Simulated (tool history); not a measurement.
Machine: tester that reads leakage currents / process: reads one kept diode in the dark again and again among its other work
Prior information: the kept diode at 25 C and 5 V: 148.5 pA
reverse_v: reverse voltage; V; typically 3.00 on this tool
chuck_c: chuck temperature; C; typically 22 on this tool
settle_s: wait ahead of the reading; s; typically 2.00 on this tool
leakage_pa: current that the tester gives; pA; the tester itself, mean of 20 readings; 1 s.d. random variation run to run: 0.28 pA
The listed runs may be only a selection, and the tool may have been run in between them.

run 1 day=0.000 | reverse_v=3.00 chuck_c=22 settle_s=2.00 | leakage_pa=88.40
run 2 day=5.996 | reverse_v=3.00 chuck_c=22 settle_s=2.00 | leakage_pa=87.82
run 3 day=13.108 | reverse_v=3.00 chuck_c=22 settle_s=2.00 | leakage_pa=87.94
run 4 day=21.212 | reverse_v=3.00 chuck_c=22 settle_s=2.00 | leakage_pa=87.79
run 5 day=30.312 | reverse_v=3.00 chuck_c=22 settle_s=2.00 | leakage_pa=87.75
run 6 day=34.529 | reverse_v=3.00 chuck_c=22 settle_s=2.00 | leakage_pa=87.39
run 7 day=42.054 | reverse_v=3.00 chuck_c=22 settle_s=2.00 | leakage_pa=87.28
run 8 day=49.042 | reverse_v=3.00 chuck_c=22 settle_s=2.00 | leakage_pa=87.05
run 9 day=54.400 | reverse_v=3.00 chuck_c=22 settle_s=2.00 | leakage_pa=86.75
run 10 day=62.558 | reverse_v=3.00 chuck_c=22 settle_s=0.89 | leakage_pa=86.81
run 11 day=66.371 | reverse_v=3.00 chuck_c=22 settle_s=2.00 | leakage_pa=86.30
-- day=68.796 probe card cleaned and baked
run 12 day=70.642 | reverse_v=19.93 chuck_c=22 settle_s=2.00 | leakage_pa=201.69
-- day=76.383 tester calibrated
run 13 day=76.383 | reverse_v=3.76 chuck_c=22 settle_s=2.00 | leakage_pa=94.25
run 14 day=83.108 | reverse_v=3.76 chuck_c=22 settle_s=2.00 | leakage_pa=94.42
run 15 day=87.429 | reverse_v=7.99 chuck_c=22 settle_s=2.00 | leakage_pa=133.89
run 16 day=92.629 | reverse_v=7.99 chuck_c=22 settle_s=2.00 | leakage_pa=133.80
run 17 day=100.192 | reverse_v=7.01 chuck_c=21 settle_s=2.97 | leakage_pa=115.99
run 18 day=103.942 | reverse_v=3.00 chuck_c=49 settle_s=2.49 | leakage_pa=639.87
run 19 day=111.096 | reverse_v=3.00 chuck_c=49 settle_s=2.49 | leakage_pa=635.25
run 20 day=115.058 | reverse_v=12.85 chuck_c=35 settle_s=1.11 | leakage_pa=455.62
run 21 day=120.033 | reverse_v=12.85 chuck_c=35 settle_s=1.11 | leakage_pa=453.47

Predict the results of run 22:
run 22 day=125.342 | reverse_v=3.00 chuck_c=23 settle_s=2.00 | leakage_pa=?

Run 22 gave leakage_pa 90.22 pA.
On a tool with no hidden condition, and with the same random variation, this run would have come out at leakage_pa 99.75 pA.

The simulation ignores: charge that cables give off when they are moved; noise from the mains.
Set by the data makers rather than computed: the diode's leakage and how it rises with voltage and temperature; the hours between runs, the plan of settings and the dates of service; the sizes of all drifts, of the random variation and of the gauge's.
